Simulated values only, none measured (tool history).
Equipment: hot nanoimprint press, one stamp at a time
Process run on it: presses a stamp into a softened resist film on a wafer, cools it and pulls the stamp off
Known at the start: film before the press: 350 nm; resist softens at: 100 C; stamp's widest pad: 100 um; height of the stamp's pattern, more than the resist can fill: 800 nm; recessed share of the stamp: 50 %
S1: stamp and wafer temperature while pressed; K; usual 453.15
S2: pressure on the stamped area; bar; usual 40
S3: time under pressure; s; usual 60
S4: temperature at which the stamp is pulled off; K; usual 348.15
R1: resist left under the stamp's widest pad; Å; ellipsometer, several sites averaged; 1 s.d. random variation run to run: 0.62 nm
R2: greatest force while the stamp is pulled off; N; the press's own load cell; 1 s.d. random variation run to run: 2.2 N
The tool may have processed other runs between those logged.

{"run": 1, "day": 0.0, "S1": 453.15, "S2": 40, "S3": 60, "S4": 348.15, "R1": 1593, "R2": 110}
{"run": 2, "day": 1.421, "S1": 453.15, "S2": 40, "S3": 60, "S4": 348.15, "R1": 1591, "R2": 115}
{"run": 3, "day": 3.242, "S1": 453.15, "S2": 40, "S3": 60, "S4": 348.15, "R1": 1570, "R2": 113}
{"day": 4.692, "done": "plate thermocouple calibrated"}
{"run": 4, "day": 5.567, "S1": 453.15, "S2": 40, "S3": 60, "S4": 348.15, "R1": 1574, "R2": 115}
{"day": 6.021, "done": "stamp cleaned and given a new release coat"}
{"run": 5, "day": 7.917, "S1": 453.15, "S2": 40, "S3": 60, "S4": 348.15, "R1": 1573, "R2": 94}
{"run": 6, "day": 9.604, "S1": 453.15, "S2": 40, "S3": 60, "S4": 348.15, "R1": 1574, "R2": 97}
{"run": 7, "day": 11.25, "S1": 453.15, "S2": 40, "S3": 60, "S4": 348.15, "R1": 1563, "R2": 98}
{"run": 8, "day": 12.988, "S1": 453.15, "S2": 40, "S3": 60, "S4": 348.15, "R1": 1551, "R2": 96}
{"run": 9, "day": 14.088, "S1": 453.15, "S2": 40, "S3": 60, "S4": 348.15, "R1": 1558, "R2": 101}
{"day": 14.717, "done": "plate thermocouple calibrated, once more"}
{"run": 10, "day": 15.542, "S1": 453.15, "S2": 40, "S3": 60, "S4": 348.15, "R1": 1628, "R2": 106}
{"run": 11, "day": 16.604, "S1": 453.15, "S2": 40, "S3": 60, "S4": 348.15, "R1": 1641, "R2": 107}
{"day": 17.738, "done": "press's hydraulic seals changed and the load cell set to zero"}
{"run": 12, "day": 18.138, "S1": 453.15, "S2": 40, "S3": 60, "S4": 348.15, "R1": 1626, "R2": 105}
{"run": 13, "day": 20.346, "S1": 453.15, "S2": 40, "S3": 60, "S4": 348.15, "R1": 1622, "R2": 109}
{"run": 14, "day": 21.862, "S1": 453.15, "S2": 40, "S3": 60, "S4": 348.15, "R1": 1610, "R2": 104}
{"run": 15, "day": 23.979, "S1": 453.15, "S2": 51.8, "S3": 60, "S4": 348.15, "R1": 1451, "R2": 109}
{"run": 16, "day": 25.05, "S1": 453.15, "S2": 40, "S3": 77, "S4": 356.15, "R1": 1462, "R2": 93}
{"run": 17, "day": 26.729, "S1": 450.15, "S2": 24.1, "S3": 93, "S4": 352.15, "R1": 1820, "R2": 99}
{"run": 18, "day": 28.75, "S1": 450.15, "S2": 24.1, "S3": 93, "S4": 352.15, "R1": 1813, "R2": 105}
{"run": 19, "day": 30.529, "S1": 445.15, "S2": 56.2, "S3": 34, "S4": 339.15, "R1": 2099, "R2": 132}
{"run": 20, "day": 31.917, "S1": 445.15, "S2": 56.2, "S3": 34, "S4": 339.15, "R1": 2090, "R2": 128}
{"run": 21, "day": 33.588, "S1": 452.15, "S2": 36, "S3": 94, "S4": 352.15, "R1": 1443, "R2": 108}
{"run": 22, "day": 35.038, "S1": 452.15, "S2": 36, "S3": 94, "S4": 339.15, "R1": 1439, "R2": 131}
{"run": 23, "day": 36.383, "S1": 446.15, "S2": 46.5, "S3": 60, "S4": 337.15, "R1": 1803, "R2": 135}
{"run": 24, "day": 37.821, "S1": 461.15, "S2": 40, "S3": 60, "S4": 348.15, "R1": 1296, "R2": 117}
{"day": 38.483, "done": "stamp cleaned and given a new release coat"}
{"run": 25, "day": 39.575, "S1": 461.15, "S2": 40, "S3": 60, "S4": 348.15, "R1": 1292, "R2": 93}
{"run": 26, "day": 41.233, "S1": 461.15, "S2": 40, "S3": 60, "S4": 348.15, "R1": 1297, "R2": 92}
{"run": 27, "day": 42.25, "S1": 444.15, "S2": 40, "S3": 60, "S4": 348.15, "R1": 1999, "R2": 97}
{"run": 28, "day": 43.912, "S1": 444.15, "S2": 40, "S3": 60, "S4": 348.15, "R1": 1992, "R2": 101}

Branching from run 28: 3 alternative next runs. What would each branch give?
{"run": "A", "day": 45.217, "S1": 463.15, "S2": 40, "S3": 40, "S4": 348.15, "R1": "?", "R2": "?"}
{"run": "B", "day": 45.217, "S1": 444.15, "S2": 35.2, "S3": 71, "S4": 348.15, "R1": "?", "R2": "?"}
{"run": "C", "day": 45.217, "S1": 442.15, "S2": 40, "S3": 60, "S4": 351.15, "R1": "?", "R2": "?"}

run=A R1=1459 R2=99
run=B R1=1972 R2=101
run=C R1=2099 R2=92
Take away the tool's hidden state, keep each run's random variation, and the runs would have read:
run=A R1=1502 R2=96
run=B R1=2041 R2=98
run=C R1=2170 R2=90

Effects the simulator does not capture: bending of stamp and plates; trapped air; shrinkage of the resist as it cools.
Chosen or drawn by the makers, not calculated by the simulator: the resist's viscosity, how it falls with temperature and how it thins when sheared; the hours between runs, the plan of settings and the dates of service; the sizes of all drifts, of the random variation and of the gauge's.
